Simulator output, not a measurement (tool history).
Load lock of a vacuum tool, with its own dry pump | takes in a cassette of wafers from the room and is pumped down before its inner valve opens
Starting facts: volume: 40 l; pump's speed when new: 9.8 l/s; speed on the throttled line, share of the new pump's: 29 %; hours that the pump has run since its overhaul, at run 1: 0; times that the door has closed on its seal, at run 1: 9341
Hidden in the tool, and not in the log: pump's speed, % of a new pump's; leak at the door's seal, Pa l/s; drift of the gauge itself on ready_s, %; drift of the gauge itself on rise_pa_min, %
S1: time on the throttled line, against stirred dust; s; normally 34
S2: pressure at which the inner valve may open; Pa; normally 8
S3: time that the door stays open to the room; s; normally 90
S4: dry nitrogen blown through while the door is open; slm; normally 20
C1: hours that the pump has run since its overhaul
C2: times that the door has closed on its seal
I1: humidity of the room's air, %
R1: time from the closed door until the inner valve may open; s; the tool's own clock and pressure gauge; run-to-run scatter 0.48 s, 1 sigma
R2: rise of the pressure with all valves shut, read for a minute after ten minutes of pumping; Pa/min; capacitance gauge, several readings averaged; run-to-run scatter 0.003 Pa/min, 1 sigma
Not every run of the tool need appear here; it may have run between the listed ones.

{"run": 1, "hour": 0.0, "S1": 34, "S2": 8, "S3": 90, "S4": 20, "C1": 0, "C2": 9341, "I1": 41.5, "R1": 63.0, "R2": 0.079}
{"run": 2, "hour": 251.5, "S1": 34, "S2": 8, "S3": 90, "S4": 20, "C1": 252, "C2": 10169, "I1": 48.1, "R1": 62.9, "R2": 0.088}
{"run": 3, "hour": 704.9, "S1": 35, "S2": 8, "S3": 90, "S4": 20, "C1": 705, "C2": 11660, "I1": 43.6, "R1": 64.3, "R2": 0.094}
{"run": 4, "hour": 1147.7, "S1": 35, "S2": 8, "S3": 90, "S4": 20, "C1": 1148, "C2": 13117, "I1": 43.0, "R1": 64.3, "R2": 0.102}
{"run": 5, "hour": 1388.3, "S1": 35, "S2": 8, "S3": 90, "S4": 20, "C1": 1388, "C2": 13909, "I1": 44.2, "R1": 63.7, "R2": 0.109}
{"run": 6, "hour": 1828.8, "S1": 61, "S2": 8, "S3": 90, "S4": 20, "C1": 1829, "C2": 15358, "I1": 49.8, "R1": 83.2, "R2": 0.126}
{"run": 7, "hour": 2225.0, "S1": 34, "S2": 9, "S3": 90, "S4": 20, "C1": 2225, "C2": 16662, "I1": 48.4, "R1": 63.9, "R2": 0.128}
{"run": 8, "hour": 2529.7, "S1": 34, "S2": 8, "S3": 90, "S4": 20, "C1": 2530, "C2": 17665, "I1": 45.3, "R1": 63.5, "R2": 0.135}
{"run": 9, "hour": 2821.0, "S1": 34, "S2": 8, "S3": 90, "S4": 11, "C1": 2821, "C2": 18623, "I1": 48.3, "R1": 65.0, "R2": 0.156}
{"run": 10, "hour": 3025.8, "S1": 34, "S2": 8, "S3": 90, "S4": 11, "C1": 3026, "C2": 19297, "I1": 46.6, "R1": 63.7, "R2": 0.163}
{"run": 11, "hour": 3233.6, "S1": 34, "S2": 8, "S3": 90, "S4": 12, "C1": 3234, "C2": 19981, "I1": 45.8, "R1": 65.2, "R2": 0.161}
{"run": 12, "hour": 3651.3, "S1": 27, "S2": 13, "S3": 122, "S4": 7, "C1": 3651, "C2": 21355, "I1": 43.7, "R1": 57.9, "R2": 0.195}
{"run": 13, "hour": 3995.7, "S1": 28, "S2": 8, "S3": 90, "S4": 20, "C1": 3996, "C2": 22488, "I1": 44.4, "R1": 61.0, "R2": 0.171}
{"run": 14, "hour": 4368.3, "S1": 28, "S2": 8, "S3": 90, "S4": 20, "C1": 4368, "C2": 23714, "I1": 47.8, "R1": 60.3, "R2": 0.188}
{"run": 15, "hour": 4554.0, "S1": 34, "S2": 14, "S3": 90, "S4": 6, "C1": 4554, "C2": 24325, "I1": 44.0, "R1": 62.1, "R2": 0.21}
{"run": 16, "hour": 4987.1, "S1": 34, "S2": 14, "S3": 90, "S4": 6, "C1": 4987, "C2": 25750, "I1": 44.8, "R1": 62.5, "R2": 0.225}
{"hour": 5297.8, "done": "door's seal changed, seat wiped"}
{"run": 17, "hour": 5310.1, "S1": 34, "S2": 14, "S3": 90, "S4": 6, "C1": 5309, "C2": 40, "I1": 41.3, "R1": 63.1, "R2": 0.064}
{"run": 18, "hour": 5621.4, "S1": 26, "S2": 9, "S3": 156, "S4": 27, "C1": 5620, "C2": 1064, "I1": 46.6, "R1": 60.2, "R2": 0.068}
{"run": 19, "hour": 6078.2, "S1": 26, "S2": 7, "S3": 76, "S4": 26, "C1": 6077, "C2": 2568, "I1": 40.4, "R1": 62.1, "R2": 0.041}
{"run": 20, "hour": 6433.2, "S1": 53, "S2": 8, "S3": 75, "S4": 20, "C1": 6432, "C2": 3736, "I1": 44.5, "R1": 80.1, "R2": 0.05}
{"run": 21, "hour": 6719.1, "S1": 53, "S2": 8, "S3": 75, "S4": 20, "C1": 6718, "C2": 4676, "I1": 42.9, "R1": 79.8, "R2": 0.058}

Predict each of these 3 candidate next runs independently; none follows another, all start after run 21:
{"run": "A", "hour": 7052.5, "S1": 34, "S2": 13, "S3": 188, "S4": 9, "C1": 7051, "C2": 5774, "I1": 42.3, "R1": "?", "R2": "?"}
{"run": "B", "hour": 7052.5, "S1": 34, "S2": 8, "S3": 50, "S4": 21, "C1": 7051, "C2": 5774, "I1": 47.7, "R1": "?", "R2": "?"}
{"run": "C", "hour": 7052.5, "S1": 20, "S2": 10, "S3": 57, "S4": 20, "C1": 7051, "C2": 5774, "I1": 44.9, "R1": "?", "R2": "?"}

run=A R1=64.7 R2=0.117
run=B R1=66.2 R2=0.054
run=C R1=56.4 R2=0.058
Without the tool's unlogged condition, the same runs would have read:
run=A R1=61.2 R2=0.100
run=B R1=62.5 R2=0.037
run=C R1=52.3 R2=0.041
